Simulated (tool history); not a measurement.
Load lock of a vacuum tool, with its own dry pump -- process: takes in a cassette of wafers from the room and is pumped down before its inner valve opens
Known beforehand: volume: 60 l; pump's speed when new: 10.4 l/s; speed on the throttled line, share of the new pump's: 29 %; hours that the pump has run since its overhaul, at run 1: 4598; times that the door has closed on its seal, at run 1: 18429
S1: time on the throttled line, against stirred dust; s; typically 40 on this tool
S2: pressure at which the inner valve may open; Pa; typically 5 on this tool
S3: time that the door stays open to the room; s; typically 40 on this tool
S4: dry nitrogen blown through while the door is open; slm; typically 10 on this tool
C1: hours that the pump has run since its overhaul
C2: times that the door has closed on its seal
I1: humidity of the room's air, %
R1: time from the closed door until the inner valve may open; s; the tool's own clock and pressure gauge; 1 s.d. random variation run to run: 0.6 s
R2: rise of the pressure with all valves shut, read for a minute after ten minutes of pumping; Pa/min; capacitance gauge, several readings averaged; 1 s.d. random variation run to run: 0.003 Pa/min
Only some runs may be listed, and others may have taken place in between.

run 1 hour=0.0 | S1=40 S2=5 S3=40 S4=10 | C1=4598 C2=18429 | I1=44.2 | R1=88.3 R2=0.209
run 2 hour=130.1 | S1=40 S2=5 S3=40 S4=10 | C1=4729 C2=18917 | I1=45.8 | R1=88.3 R2=0.226
run 3 hour=308.2 | S1=40 S2=5 S3=40 S4=10 | C1=4907 C2=19585 | I1=45.2 | R1=88.3 R2=0.237
run 4 hour=468.3 | S1=40 S2=5 S3=40 S4=10 | C1=5067 C2=20186 | I1=44.2 | R1=87.4 R2=0.236
run 5 hour=604.7 | S1=40 S2=5 S3=148 S4=10 | C1=5203 C2=20698 | I1=46.2 | R1=88.4 R2=0.273
run 6 hour=689.8 | S1=40 S2=5 S3=40 S4=10 | C1=5288 C2=21017 | I1=46.4 | R1=87.0 R2=0.254
run 7 hour=832.0 | S1=40 S2=5 S3=32 S4=10 | C1=5430 C2=21551 | I1=42.9 | R1=88.2 R2=0.260
-- hour=912.2 door's seal changed, seat wiped
run 8 hour=918.5 | S1=40 S2=5 S3=32 S4=10 | C1=5515 C2=23 | I1=49.0 | R1=88.4 R2=0.043
run 9 hour=1028.0 | S1=32 S2=5 S3=40 S4=10 | C1=5625 C2=434 | I1=44.0 | R1=82.7 R2=0.044
run 10 hour=1207.3 | S1=32 S2=5 S3=40 S4=10 | C1=5804 C2=1107 | I1=45.5 | R1=81.5 R2=0.041
run 11 hour=1361.2 | S1=40 S2=5 S3=40 S4=10 | C1=5958 C2=1684 | I1=45.0 | R1=88.7 R2=0.051
run 12 hour=1464.4 | S1=40 S2=5 S3=40 S4=10 | C1=6061 C2=2072 | I1=46.7 | R1=89.5 R2=0.053
run 13 hour=1573.2 | S1=40 S2=5 S3=40 S4=10 | C1=6170 C2=2480 | I1=43.5 | R1=88.8 R2=0.048
run 14 hour=1648.8 | S1=40 S2=5 S3=40 S4=10 | C1=6246 C2=2764 | I1=44.8 | R1=88.3 R2=0.049
run 15 hour=1732.1 | S1=29 S2=5 S3=40 S4=10 | C1=6329 C2=3076 | I1=47.6 | R1=81.3 R2=0.061
run 16 hour=1909.3 | S1=40 S2=5 S3=40 S4=10 | C1=6506 C2=3741 | I1=48.0 | R1=88.8 R2=0.060
run 17 hour=2094.7 | S1=21 S2=5 S3=223 S4=12 | C1=6692 C2=4437 | I1=41.8 | R1=75.8 R2=0.084
run 18 hour=2174.6 | S1=54 S2=4 S3=41 S4=8 | C1=6772 C2=4737 | I1=45.1 | R1=99.8 R2=0.066
run 19 hour=2284.6 | S1=69 S2=10 S3=40 S4=10 | C1=6882 C2=5149 | I1=45.1 | R1=105.6 R2=0.068
run 20 hour=2457.1 | S1=21 S2=8 S3=51 S4=18 | C1=7054 C2=5797 | I1=47.5 | R1=73.2 R2=0.065
run 21 hour=2629.8 | S1=21 S2=8 S3=51 S4=18 | C1=7227 C2=6445 | I1=44.8 | R1=72.3 R2=0.071
run 22 hour=2791.7 | S1=68 S2=5 S3=31 S4=16 | C1=7389 C2=7052 | I1=43.7 | R1=107.5 R2=0.071
run 23 hour=2920.7 | S1=68 S2=5 S3=31 S4=16 | C1=7518 C2=7536 | I1=50.0 | R1=108.3 R2=0.080
run 24 hour=3068.6 | S1=68 S2=5 S3=31 S4=16 | C1=7665 C2=8091 | I1=46.4 | R1=108.2 R2=0.077
run 25 hour=3156.4 | S1=79 S2=7 S3=47 S4=6 | C1=7753 C2=8420 | I1=44.2 | R1=115.0 R2=0.096
run 26 hour=3267.9 | S1=79 S2=7 S3=47 S4=6 | C1=7865 C2=8839 | I1=46.9 | R1=113.7 R2=0.095
run 27 hour=3411.5 | S1=40 S2=5 S3=40 S4=5 | C1=8008 C2=9377 | I1=44.5 | R1=89.4 R2=0.101
run 28 hour=3522.1 | S1=26 S2=5 S3=97 S4=5 | C1=8119 C2=9793 | I1=43.5 | R1=79.8 R2=0.123
run 29 hour=3656.5 | S1=40 S2=5 S3=47 S4=43 | C1=8253 C2=10297 | I1=44.8 | R1=90.5 R2=0.092
run 30 hour=3736.8 | S1=40 S2=5 S3=231 S4=10 | C1=8334 C2=10598 | I1=48.8 | R1=89.6 R2=0.143
run 31 hour=3870.7 | S1=40 S2=4 S3=227 S4=24 | C1=8468 C2=11101 | I1=48.4 | R1=91.6 R2=0.131
run 32 hour=3964.5 | S1=41 S2=7 S3=78 S4=12 | C1=8561 C2=11452 | I1=47.6 | R1=88.0 R2=0.131

5 ways to go on from here, each from the tool as it stands after run 32. What would each give?
run A hour=4113.4 | S1=30 S2=6 S3=78 S4=13 | C1=8710 C2=12011 | I1=46.2 | R1=? R2=?
run B hour=4113.4 | S1=52 S2=7 S3=78 S4=12 | C1=8710 C2=12011 | I1=45.7 | R1=? R2=?
run C hour=4113.4 | S1=41 S2=7 S3=78 S4=11 | C1=8710 C2=12011 | I1=46.5 | R1=? R2=?
run D hour=4113.4 | S1=40 S2=5 S3=106 S4=10 | C1=8710 C2=12011 | I1=45.1 | R1=? R2=?
run E hour=4113.4 | S1=41 S2=7 S3=30 S4=12 | C1=8710 C2=12011 | I1=43.7 | R1=? R2=?

run=A R1=82.1 R2=0.122
run=B R1=94.9 R2=0.133
run=C R1=87.9 R2=0.134
run=D R1=89.5 R2=0.131
run=E R1=88.7 R2=0.120
With no hidden state in the tool, these same runs would have given:
run=A R1=78.1 R2=0.044
run=B R1=91.4 R2=0.053
run=C R1=84.2 R2=0.055
run=D R1=85.7 R2=0.051
run=E R1=85.0 R2=0.039
